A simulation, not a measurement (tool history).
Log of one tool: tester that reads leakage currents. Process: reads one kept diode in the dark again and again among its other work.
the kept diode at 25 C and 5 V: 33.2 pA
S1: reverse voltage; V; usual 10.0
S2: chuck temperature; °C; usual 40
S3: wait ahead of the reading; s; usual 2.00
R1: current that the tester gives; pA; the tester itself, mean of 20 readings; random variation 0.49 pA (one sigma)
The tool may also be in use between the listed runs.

{"run": 1, "hour": 0.0, "S1": 10.0, "S2": 40, "S3": 2.0, "R1": 162.08}
{"run": 2, "hour": 45.8, "S1": 10.0, "S2": 40, "S3": 2.0, "R1": 162.0}
{"run": 3, "hour": 83.7, "S1": 10.0, "S2": 40, "S3": 2.0, "R1": 162.53}
{"run": 4, "hour": 114.9, "S1": 10.0, "S2": 40, "S3": 0.43, "R1": 169.36}
{"run": 5, "hour": 142.5, "S1": 10.0, "S2": 40, "S3": 0.43, "R1": 169.15}
{"run": 6, "hour": 181.5, "S1": 10.0, "S2": 40, "S3": 0.43, "R1": 169.2}
{"run": 7, "hour": 221.1, "S1": 10.0, "S2": 40, "S3": 0.43, "R1": 170.15}
{"run": 8, "hour": 268.8, "S1": 10.0, "S2": 40, "S3": 2.0, "R1": 164.73}
{"run": 9, "hour": 291.7, "S1": 10.0, "S2": 40, "S3": 2.0, "R1": 166.2}
{"run": 10, "hour": 312.3, "S1": 10.0, "S2": 40, "S3": 2.0, "R1": 166.72}
{"run": 11, "hour": 353.6, "S1": 10.0, "S2": 40, "S3": 2.0, "R1": 166.44}
{"run": 12, "hour": 378.2, "S1": 10.0, "S2": 40, "S3": 2.0, "R1": 167.71}
{"run": 13, "hour": 401.7, "S1": 10.0, "S2": 40, "S3": 2.0, "R1": 167.23}
{"run": 14, "hour": 443.7, "S1": 10.0, "S2": 40, "S3": 2.0, "R1": 169.32}
{"run": 15, "hour": 472.7, "S1": 10.0, "S2": 40, "S3": 3.55, "R1": 168.0}
{"run": 16, "hour": 503.7, "S1": 10.0, "S2": 40, "S3": 3.55, "R1": 168.52}
{"run": 17, "hour": 546.3, "S1": 10.0, "S2": 40, "S3": 3.55, "R1": 168.85}
{"run": 18, "hour": 566.4, "S1": 10.0, "S2": 40, "S3": 3.55, "R1": 169.54}
{"run": 19, "hour": 610.5, "S1": 12.8, "S2": 40, "S3": 2.0, "R1": 189.38}
{"run": 20, "hour": 647.8, "S1": 12.8, "S2": 40, "S3": 2.0, "R1": 189.52}
{"run": 21, "hour": 691.0, "S1": 12.8, "S2": 40, "S3": 2.0, "R1": 191.23}
{"run": 22, "hour": 728.7, "S1": 7.6, "S2": 40, "S3": 2.0, "R1": 154.08}
{"run": 23, "hour": 754.6, "S1": 7.6, "S2": 22, "S3": 2.0, "R1": 35.8}
{"hour": 759.6, "done": "tester calibrated"}
{"run": 24, "hour": 781.9, "S1": 10.0, "S2": 32, "S3": 7.98, "R1": 89.94}
{"run": 25, "hour": 811.6, "S1": 13.0, "S2": 32, "S3": 5.24, "R1": 101.17}
{"hour": 844.5, "done": "tester calibrated, once more"}
{"run": 26, "hour": 850.4, "S1": 13.0, "S2": 32, "S3": 3.51, "R1": 104.45}
{"run": 27, "hour": 889.0, "S1": 1.3, "S2": 40, "S3": 0.35, "R1": 78.53}
{"run": 28, "hour": 932.6, "S1": 3.8, "S2": 29, "S3": 1.55, "R1": 48.84}
{"run": 29, "hour": 952.1, "S1": 1.4, "S2": 31, "S3": 1.11, "R1": 38.23}
{"run": 30, "hour": 995.5, "S1": 1.4, "S2": 31, "S3": 1.11, "R1": 38.28}
{"run": 31, "hour": 1018.4, "S1": 1.4, "S2": 31, "S3": 1.11, "R1": 38.12}
{"run": 32, "hour": 1052.4, "S1": 1.4, "S2": 31, "S3": 1.11, "R1": 38.39}
{"run": 33, "hour": 1083.8, "S1": 7.8, "S2": 58, "S3": 0.56, "R1": 642.55}
{"run": 34, "hour": 1112.3, "S1": 2.0, "S2": 40, "S3": 5.79, "R1": 93.57}
{"run": 35, "hour": 1133.4, "S1": 6.1, "S2": 41, "S3": 2.0, "R1": 160.03}
{"run": 36, "hour": 1159.4, "S1": 6.1, "S2": 35, "S3": 0.42, "R1": 103.03}
{"run": 37, "hour": 1179.4, "S1": 6.1, "S2": 35, "S3": 0.42, "R1": 102.86}
{"run": 38, "hour": 1213.5, "S1": 6.1, "S2": 35, "S3": 0.42, "R1": 103.6}
{"run": 39, "hour": 1261.1, "S1": 10.0, "S2": 30, "S3": 2.0, "R1": 84.05}

Measured less the same run without the tool's hidden state. The same run-to-run variation is in both; the gauge's scatter may not be:
The hidden state here: stray current of the dirty probe card, pA a volt; current scale over the true one, %; true chuck temperature over the reading, C; drift of the gauge itself on leakage_pa, %.
run=1 R1=-0.61
run=2 R1=+0.05
run=3 R1=+0.66
run=4 R1=+1.06
run=5 R1=+1.52
run=6 R1=+2.11
run=7 R1=+2.67
run=8 R1=+3.49
run=9 R1=+3.85
run=10 R1=+4.17
run=11 R1=+4.81
run=12 R1=+5.20
run=13 R1=+5.53
run=14 R1=+6.20
run=15 R1=+6.60
run=16 R1=+7.10
run=17 R1=+7.74
run=18 R1=+8.05
run=19 R1=+10.25
run=20 R1=+10.87
run=21 R1=+11.74
run=22 R1=+8.94
run=23 R1=+4.69
run=24 R1=+7.65
run=25 R1=+9.65
run=26 R1=+12.57
run=27 R1=+5.68
run=28 R1=+5.32
run=29 R1=+3.46
run=30 R1=+3.60
run=31 R1=+3.67
run=32 R1=+3.78
run=33 R1=+49.10
run=34 R1=+8.58
run=35 R1=+16.22
run=36 R1=+11.78
run=37 R1=+11.94
run=38 R1=+12.32
run=39 R1=+13.71
